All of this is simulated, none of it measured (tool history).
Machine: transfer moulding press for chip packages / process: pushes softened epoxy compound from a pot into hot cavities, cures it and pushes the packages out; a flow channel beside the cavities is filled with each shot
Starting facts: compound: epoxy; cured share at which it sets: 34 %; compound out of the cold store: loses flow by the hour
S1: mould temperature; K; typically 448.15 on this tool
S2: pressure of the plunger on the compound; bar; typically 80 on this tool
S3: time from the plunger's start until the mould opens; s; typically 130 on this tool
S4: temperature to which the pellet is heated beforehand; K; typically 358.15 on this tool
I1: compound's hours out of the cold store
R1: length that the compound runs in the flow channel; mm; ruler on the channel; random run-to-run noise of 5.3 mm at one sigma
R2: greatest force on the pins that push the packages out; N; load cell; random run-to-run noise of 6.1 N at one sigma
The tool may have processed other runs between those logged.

run 1 hour=0 | S1=448.15 S2=80 S3=130 S4=358.15 | I1=29.3 | R1=557 R2=505
-- hour=19.6 cavities cleaned with cleaning compound and waxed
run 2 hour=39.6 | S1=448.15 S2=80 S3=130 S4=358.15 | I1=11.4 | R1=583 R2=642
run 3 hour=79.6 | S1=448.15 S2=80 S3=157 S4=358.15 | I1=30.9 | R1=552 R2=522
run 4 hour=124.5 | S1=448.15 S2=80 S3=157 S4=358.15 | I1=40.1 | R1=538 R2=490
-- hour=142.5 cavities cleaned with cleaning compound and waxed
run 5 hour=161.6 | S1=448.15 S2=80 S3=130 S4=358.15 | I1=40.8 | R1=525 R2=317
-- hour=204 cavities cleaned with cleaning compound and waxed, once more
run 6 hour=213.5 | S1=448.15 S2=80 S3=130 S4=358.15 | I1=46.6 | R1=510 R2=278
run 7 hour=262.2 | S1=448.15 S2=80 S3=130 S4=358.15 | I1=16.5 | R1=562 R2=430
run 8 hour=299.1 | S1=448.15 S2=68.4 S3=130 S4=358.15 | I1=30.8 | R1=483 R2=498
-- hour=324.4 cavities cleaned with cleaning compound and waxed
run 9 hour=332.6 | S1=448.15 S2=99.5 S3=130 S4=358.15 | I1=11.8 | R1=633 R2=279
run 10 hour=367.5 | S1=448.15 S2=99.5 S3=130 S4=358.15 | I1=21.1 | R1=596 R2=419
run 11 hour=391.6 | S1=448.15 S2=99.5 S3=130 S4=358.15 | I1=31.2 | R1=588 R2=456
run 12 hour=436.4 | S1=448.15 S2=99.5 S3=130 S4=358.15 | I1=17.7 | R1=602 R2=503
-- hour=444.4 cavities cleaned with cleaning compound and waxed
run 13 hour=486.7 | S1=448.15 S2=80 S3=139 S4=358.15 | I1=33.9 | R1=507 R2=368
-- hour=495.4 plunger's sealing rings changed
run 14 hour=529.9 | S1=448.15 S2=80 S3=130 S4=358.15 | I1=23.3 | R1=566 R2=477
-- hour=566.5 cavities cleaned with cleaning compound and waxed
run 15 hour=582.5 | S1=448.15 S2=80 S3=130 S4=358.15 | I1=33.7 | R1=555 R2=310
run 16 hour=629.2 | S1=445.15 S2=80 S3=130 S4=355.15 | I1=11.8 | R1=594 R2=535
run 17 hour=663.1 | S1=445.15 S2=80 S3=130 S4=355.15 | I1=34.9 | R1=543 R2=552
-- hour=687.9 cavities cleaned with cleaning compound and waxed
run 18 hour=687.9 | S1=445.15 S2=91.5 S3=127 S4=350.15 | I1=48 | R1=558 R2=263
run 19 hour=726.5 | S1=449.15 S2=72.3 S3=130 S4=352.15 | I1=31.2 | R1=503 R2=356
run 20 hour=751.9 | S1=448.15 S2=98.6 S3=130 S4=350.15 | I1=11 | R1=631 R2=466
run 21 hour=802.5 | S1=448.15 S2=98.6 S3=130 S4=350.15 | I1=19.3 | R1=622 R2=500
-- hour=806.9 cavities cleaned with cleaning compound and waxed
run 22 hour=840.3 | S1=448.15 S2=80 S3=150 S4=358.15 | I1=29.2 | R1=528 R2=330
run 23 hour=864.3 | S1=448.15 S2=80 S3=150 S4=358.15 | I1=23.1 | R1=541 R2=386
run 24 hour=891.3 | S1=443.15 S2=80 S3=129 S4=358.15 | I1=37 | R1=528 R2=602
-- hour=926.8 cavities cleaned with cleaning compound and waxed
run 25 hour=926.8 | S1=443.15 S2=80 S3=129 S4=361.15 | I1=29.3 | R1=544 R2=292
run 26 hour=971.1 | S1=443.15 S2=85.2 S3=162 S4=354.15 | I1=41.3 | R1=532 R2=383
run 27 hour=1006 | S1=441.15 S2=85.2 S3=162 S4=361.15 | I1=32.2 | R1=553 R2=481
-- hour=1047 cavities cleaned with cleaning compound and waxed
run 28 hour=1053.9 | S1=441.15 S2=94.7 S3=140 S4=361.15 | I1=10.4 | R1=628 R2=343

Had the tool no unlogged condition, and each run kept its random variation, what would the results have been?
The hidden state here: true mould temperature over the reading, C; pressure that reaches the compound, % of what is set; grip of the stained cavities, % over clean ones'; drift of the gauge itself on flow_mm, %; drift of the gauge itself on push_out_n, %.
run=1 R1=565 R2=236
run=2 R1=594 R2=241
run=3 R1=566 R2=207
run=4 R1=555 R2=196
run=5 R1=545 R2=231
run=6 R1=533 R2=226
run=7 R1=591 R2=230
run=8 R1=511 R2=236
run=9 R1=673 R2=232
run=10 R1=638 R2=242
run=11 R1=630 R2=234
run=12 R1=650 R2=230
run=13 R1=552 R2=212
run=14 R1=573 R2=243
run=15 R1=565 R2=236
run=16 R1=609 R2=294
run=17 R1=559 R2=277
run=18 R1=577 R2=274
run=19 R1=523 R2=213
run=20 R1=658 R2=252
run=21 R1=653 R2=238
run=22 R1=558 R2=209
run=23 R1=573 R2=209
run=24 R1=562 R2=322
run=25 R1=582 R2=314
run=26 R1=573 R2=226
run=27 R1=600 R2=250
run=28 R1=686 R2=333
